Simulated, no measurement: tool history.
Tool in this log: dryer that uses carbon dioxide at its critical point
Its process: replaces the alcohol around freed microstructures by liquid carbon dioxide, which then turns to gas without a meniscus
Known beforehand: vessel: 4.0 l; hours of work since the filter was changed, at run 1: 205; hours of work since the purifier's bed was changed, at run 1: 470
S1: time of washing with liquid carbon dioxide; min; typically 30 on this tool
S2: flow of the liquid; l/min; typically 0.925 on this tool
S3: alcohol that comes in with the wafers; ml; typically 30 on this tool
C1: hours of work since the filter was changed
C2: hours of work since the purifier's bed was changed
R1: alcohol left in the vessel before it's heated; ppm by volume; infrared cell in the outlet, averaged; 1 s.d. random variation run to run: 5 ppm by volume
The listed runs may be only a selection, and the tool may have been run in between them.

run,day,S1,S2,S3,C1,C2,R1
1,0,30,0.925,30,205,470,124
2,1.188,30,0.925,30,226,491,123
3,1.85,30,0.925,30,238,503,134
# day 2.475: inlet filter changed
4,2.679,30,0.81,30,4,517,131
5,4.138,30,0.925,105,29,543,185
6,5.271,30,0.925,30,49,563,111
7,6.562,30,1.056,30,72,586,95
8,7.529,30,1.056,84,89,603,128
9,8.183,30,1.056,84,101,614,124
10,9.325,41,0.925,30,121,634,86
11,10.412,41,0.925,30,140,654,93
12,11.275,41,0.677,30,156,669,138
13,12.671,30,0.607,30,180,694,376
14,14.079,30,0.702,30,205,718,274
15,15.288,30,0.702,30,227,740,275
16,16.221,30,0.702,30,243,756,295
# day 16.542: inlet filter changed
17,16.958,30,0.775,30,7,769,183
18,18.271,30,0.925,30,31,792,141
19,19.208,30,0.925,30,47,808,143
20,19.883,30,0.925,30,59,820,143
21,21.146,30,0.925,30,81,843,149
22,22.438,30,0.925,30,104,865,146
23,23.829,30,0.925,30,129,890,157
24,24.929,30,0.925,30,148,910,160
25,26.321,30,0.794,21,173,934,190
26,26.933,30,0.794,21,184,945,194
27,27.554,26,0.879,21,195,956,212
28,29.046,22,0.911,46,221,982,442
# day 29.942: purifier's bed changed
29,30.471,26,0.635,20,244,9,309
# day 30.725: inlet filter changed
30,31.812,24,0.8,20,19,32,123
31,32.633,24,0.8,20,34,47,132
32,33.846,41,1.279,52,55,68,15
33,34.95,40,0.736,104,75,88,107
34,35.617,26,0.736,68,87,100,466
35,36.988,26,0.736,68,111,124,485
36,37.642,26,0.736,68,122,135,510
37,39.083,30,0.569,66,148,161,782
38,40.271,30,1.166,66,169,182,46
39,41.296,30,1.166,66,187,200,46
40,42.621,30,1.166,66,210,224,58
41,43.642,30,1.429,57,228,242,40
42,44.612,30,1.429,57,246,259,44
# day 44.792: inlet filter changed
43,45.983,18,0.867,51,21,282,620
44,47.162,19,0.867,66,42,303,704
45,48.004,19,0.867,66,57,318,724
46,49.271,19,0.867,66,79,340,749
47,50.521,34,0.925,30,101,362,67

Selected run-to-run steps in R1, each split into two signed amounts: the part the tool would show with no hidden state at all (from settings, incoming material and random variation), and the remainder, which goes to the hidden state together with any gauge scatter not common to the measured and the hidden-state-free results:
The tool's hidden condition here consists of: flow that reaches the vessel past the clogged filter, %; alcohol in the recycled carbon dioxide, ppm; drift of the gauge itself on alcohol_ppm, %.
Run 28 -> 29: S1 22 -> 26, S2 0.911 -> 0.635, S3 46 -> 20, purifier's bed changed. R1 -133 ppm by volume: hidden state -135, all else +2.
Run 29 -> 30: S1 26 -> 24, S2 0.635 -> 0.8, inlet filter changed. R1 -186 ppm by volume: hidden state -93, all else -93.
Run 37 -> 38: S2 0.569 -> 1.166. R1 -736 ppm by volume: hidden state -142, all else -594.
Run 42 -> 43: S1 30 -> 18, S2 1.429 -> 0.867, S3 57 -> 51, inlet filter changed. R1 +576 ppm by volume: hidden state +22, all else +554.
Run 46 -> 47: S1 19 -> 34, S2 0.867 -> 0.925, S3 66 -> 30. R1 -682 ppm by volume: hidden state -86, all else -596.

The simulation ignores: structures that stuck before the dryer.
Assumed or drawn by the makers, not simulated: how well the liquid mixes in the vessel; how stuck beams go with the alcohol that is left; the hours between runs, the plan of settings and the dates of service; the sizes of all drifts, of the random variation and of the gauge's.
